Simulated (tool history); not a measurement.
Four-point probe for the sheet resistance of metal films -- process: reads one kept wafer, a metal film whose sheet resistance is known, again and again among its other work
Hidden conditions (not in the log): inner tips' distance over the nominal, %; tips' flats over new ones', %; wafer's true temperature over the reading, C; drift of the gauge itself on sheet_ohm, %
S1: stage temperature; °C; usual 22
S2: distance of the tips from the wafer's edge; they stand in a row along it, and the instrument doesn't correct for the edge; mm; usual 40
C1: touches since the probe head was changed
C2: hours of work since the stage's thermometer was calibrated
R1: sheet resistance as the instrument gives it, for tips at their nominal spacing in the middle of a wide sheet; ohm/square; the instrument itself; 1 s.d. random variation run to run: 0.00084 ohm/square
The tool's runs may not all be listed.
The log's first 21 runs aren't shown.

Run 22, hour 456: usual settings but S1 21 °C; C1 43438; C2 724. Result: R1 4.208239 ohm/square.
Run 23, hour 474.5: usual settings but S1 23 °C; C1 43949; C2 732. Result: R1 4.2153 ohm/square.
Run 24, hour 498.5: usual settings but S1 23 °C; C1 44609; C2 743. Result: R1 4.21442 ohm/square.
Run 25, hour 521.6: usual settings but S2 19 mm; C1 45246; C2 754. Result: R1 4.214273 ohm/square.
Run 26, hour 549.6: usual settings but S1 30 °C; C1 46019; C2 767. Result: R1 4.232827 ohm/square.
Run 27, hour 570.2: usual settings but S1 30 °C, S2 5 mm; C1 46585; C2 776. Result: R1 4.269162 ohm/square.
Run 28, hour 597.2: usual settings but S2 9 mm; C1 47330; C2 788. Result: R1 4.2234 ohm/square.
Run 29, hour 622.9: usual settings but S1 25 °C, S2 10 mm; C1 48037; C2 800. Result: R1 4.227318 ohm/square.
Run 30, hour 647.5: usual settings but S1 25 °C, S2 10 mm; C1 48713; C2 811. Result: R1 4.227935 ohm/square.
Run 31, hour 676.4: usual settings but S1 26 °C, S2 11 mm; C1 49511; C2 825. Result: R1 4.228022 ohm/square.
Run 32, hour 703.8: usual settings but S1 26 °C, S2 9 mm; C1 50265; C2 837. Result: R1 4.232161 ohm/square.
Run 33, hour 718.5: usual settings but S2 42 mm; C1 50670; C2 844. Result: R1 4.211998 ohm/square.
Run 34, hour 741.8: usual settings but S2 42 mm; C1 51313; C2 855. Result: R1 4.21093 ohm/square.
Run 35, hour 759.5: usual settings but S1 30 °C, S2 5 mm; C1 51799; C2 863. Result: R1 4.269615 ohm/square.
Run 36, hour 778.2: usual settings but S1 30 °C, S2 22 mm; C1 52314; C2 871. Result: R1 4.234463 ohm/square.
Run 37, hour 797: usual settings but S1 32 °C, S2 20 mm; C1 52833; C2 880. Result: R1 4.23882 ohm/square.
Run 38, hour 813.7: usual settings but S1 31 °C, S2 16 mm; C1 53294; C2 888. Result: R1 4.237637 ohm/square.
Run 39, hour 838: usual settings but S1 31 °C, S2 16 mm; C1 53961; C2 899. Result: R1 4.238327 ohm/square.
Run 40, hour 858.9: usual settings but S1 21 °C; C1 54539; C2 908. Result: R1 4.20846 ohm/square.
Run 41, hour 874.3: usual settings but S1 32 °C, S2 23 mm; C1 54963; C2 915. Result: R1 4.238566 ohm/square.
Run 42, hour 899.6: usual settings but S1 18 °C, S2 11 mm; C1 55658; C2 927. Result: R1 4.207327 ohm/square.
Run 43, hour 918.5: usual settings but S1 18 °C, S2 11 mm; C1 56181; C2 936. Result: R1 4.207905 ohm/square.
Run 44, hour 947.6: usual settings but S1 24 °C, S2 5 mm; C1 56983; C2 949. Result: R1 4.25175 ohm/square.
Run 45, hour 968.8: usual settings but S1 24 °C, S2 5 mm; C1 57566; C2 959. Result: R1 4.252227 ohm/square.

4 ways to go on from here, each from the tool as it stands after run 45. What would each give?
Run A, hour 997.5: usual settings but S1 20 °C, S2 36 mm; C1 58357; C2 972. Result: R1 ?.
Run B, hour 997.5: usual settings but S1 27 °C; C1 58357; C2 972. Result: R1 ?.
Run C, hour 997.5: usual settings but S1 25 °C, S2 5 mm; C1 58357; C2 972. Result: R1 ?.
Run D, hour 997.5: usual settings but S1 33 °C, S2 4 mm; C1 58357; C2 972. Result: R1 ?.

run        R1
  A  4.205053
  B  4.225508
  C   4.25434
  D  4.297191
The same runs, with their run-to-run variation unchanged, on a tool lacking any hidden condition would have given:
run        R1
  A  4.204685
  B  4.225137
  C  4.253966
  D  4.296812
